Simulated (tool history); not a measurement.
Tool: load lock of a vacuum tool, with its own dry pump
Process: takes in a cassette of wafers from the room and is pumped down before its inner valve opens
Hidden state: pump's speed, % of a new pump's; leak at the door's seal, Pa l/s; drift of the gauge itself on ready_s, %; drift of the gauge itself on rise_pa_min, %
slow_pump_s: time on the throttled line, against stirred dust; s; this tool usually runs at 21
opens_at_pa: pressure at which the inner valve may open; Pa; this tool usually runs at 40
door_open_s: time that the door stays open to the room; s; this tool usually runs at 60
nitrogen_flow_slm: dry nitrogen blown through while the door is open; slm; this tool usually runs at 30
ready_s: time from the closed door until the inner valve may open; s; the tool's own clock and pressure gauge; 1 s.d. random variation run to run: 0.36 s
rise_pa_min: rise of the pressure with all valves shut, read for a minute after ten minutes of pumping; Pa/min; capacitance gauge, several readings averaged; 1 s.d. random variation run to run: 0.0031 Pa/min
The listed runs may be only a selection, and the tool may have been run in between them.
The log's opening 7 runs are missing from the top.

run,day,slow_pump_s,opens_at_pa,door_open_s,nitrogen_flow_slm,hours that the pump has run since its overhaul,times that the door has closed on its seal,"incoming humidity of the room's air, %",ready_s,rise_pa_min
8,56.183,21,39,60,38,3921,6801,46.9,35.9,0.086
9,65.488,21,39,60,38,4145,7188,43.4,36.6,0.081
10,72.829,21,40,60,30,4321,7494,43.6,36.0,0.094
11,78.554,21,40,60,30,4458,7732,48.5,36.7,0.098
12,84.762,21,40,60,30,4607,7990,43.9,36.1,0.095
13,93.608,21,40,60,30,4819,8359,45.7,37.0,0.098
14,102.308,37,40,60,30,5028,8721,45.3,48.6,0.100
15,107.329,21,40,60,30,5149,8930,40.7,36.8,0.092
16,116.638,21,40,60,30,5372,9317,47.2,35.8,0.104
17,124.879,21,40,60,30,5570,9660,44.6,37.0,0.108
18,134.496,21,40,60,30,5801,10061,45.7,36.9,0.107
19,141.921,21,40,60,30,5979,10370,45.3,36.3,0.106
20,148.833,28,43,82,12,6145,10657,41.6,42.1,0.149
21,157.900,20,40,60,9,6363,11035,46.5,36.2,0.146
22,162.692,28,32,60,14,6477,11234,47.8,42.4,0.138
23,172.054,28,32,60,14,6702,11624,45.1,43.2,0.134

The next listed run, before its measurement:
24,179.375,21,28,50,42,6878,11928,45.3,?,?

Run 24 gave ready_s 38.3 s, rise_pa_min 0.098 Pa/min.
The same run, on a tool lacking any hidden state, would have yielded ready_s 36.6 s, rise_pa_min 0.043 Pa/min.
